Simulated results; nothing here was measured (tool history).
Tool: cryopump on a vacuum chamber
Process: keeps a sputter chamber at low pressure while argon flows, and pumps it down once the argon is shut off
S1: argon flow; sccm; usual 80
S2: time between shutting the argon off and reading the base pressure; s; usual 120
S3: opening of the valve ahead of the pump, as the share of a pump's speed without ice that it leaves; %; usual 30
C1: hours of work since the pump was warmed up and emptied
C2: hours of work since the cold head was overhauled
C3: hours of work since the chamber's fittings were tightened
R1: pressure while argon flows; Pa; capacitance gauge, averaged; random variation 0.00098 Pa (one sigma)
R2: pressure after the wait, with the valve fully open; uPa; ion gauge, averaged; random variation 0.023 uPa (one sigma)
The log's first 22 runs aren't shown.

run   hour   S1   S2  S3   C1   C2    C3      R1    R2
 23  282.8   80   29  53  330  330  1075  0.1263  2.62
 24  301.4   80   29  53  341  341  1085  0.1266   2.7
 25  313.1   54   29  27  347  347  1091  0.1635  2.56
 26  328.3  115   72  30  355  355  1100  0.3117  1.26
 27  336.7  142   72  19  360  360  1104  0.5996  1.24
 28  344.6  155   35  19  364  364  1109  0.6616  2.27
 29  362.7   80  120  20  374  374  1119  0.3231  0.91
 30  371.1   80  120  52  379  379  1123  0.1271   0.9
 31  384.8   80  110  30  387  387  1131  0.2173  0.96
 32  402.2   80  110  30  396  396  1141  0.2187  0.95
 33  412.2  113  110  30  402  402  1146   0.307  0.97

3 ways to go on from here, each from the tool as it stands after run 33. What would each give?
  A  427.3   80  116  51  410  410  1155   ?   ?
  B  427.3  113   26  32  410  410  1155   ?   ?
  C  427.3   40  120  30  410  410  1155   ?   ?

run      R1    R2
  A  0.1319  0.91
  B  0.2905  2.94
  C    0.11   0.9
Without the tool's hidden state the same runs would have given:
run      R1    R2
  A  0.1249  0.71
  B  0.2807  2.74
  C  0.1066   0.7
